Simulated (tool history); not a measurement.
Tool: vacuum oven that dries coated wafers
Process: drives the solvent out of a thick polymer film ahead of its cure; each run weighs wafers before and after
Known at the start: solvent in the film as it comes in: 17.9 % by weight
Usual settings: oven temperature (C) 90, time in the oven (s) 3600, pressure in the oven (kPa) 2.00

run	hour	oven temperature (C)	time in the oven (s)	pressure in the oven (kPa)	solvent left in the film (%)
1	0.0	90	3600	2.00	1.93
2	40.4	90	3600	4.36	2.96
3	102.4	90	3600	4.36	2.90
4	138.2	90	3600	4.36	2.92
5	198.3	90	3600	6.04	3.72
6	259.2	84	3600	6.04	5.30
7	329.8	90	3600	2.00	1.95
8	365.0	98	3600	2.00	1.12
9	439.6	98	3600	2.00	1.06
10	502.3	87	3600	2.00	2.59
11	542.1	87	3600	2.00	2.75
12	599.7	87	3600	2.00	2.44
13	650.4	87	3600	2.00	2.53
14	727.7	90	3600	2.00	2.04
# hour 748.2: oven's thermocouples calibrated
15	800.3	90	3600	4.52	2.71
16	834.3	90	3600	1.09	1.36
17	897.7	90	3600	1.52	1.52
18	957.4	90	3600	1.52	1.62

Run 19 comes next. What will it give?
19	994.1	90	3600	1.52	?

{"run 19": {"solvent left in the film (%)": 1.5}}
Without the tool's hidden state the same run would have given solvent left in the film (%) 1.29.
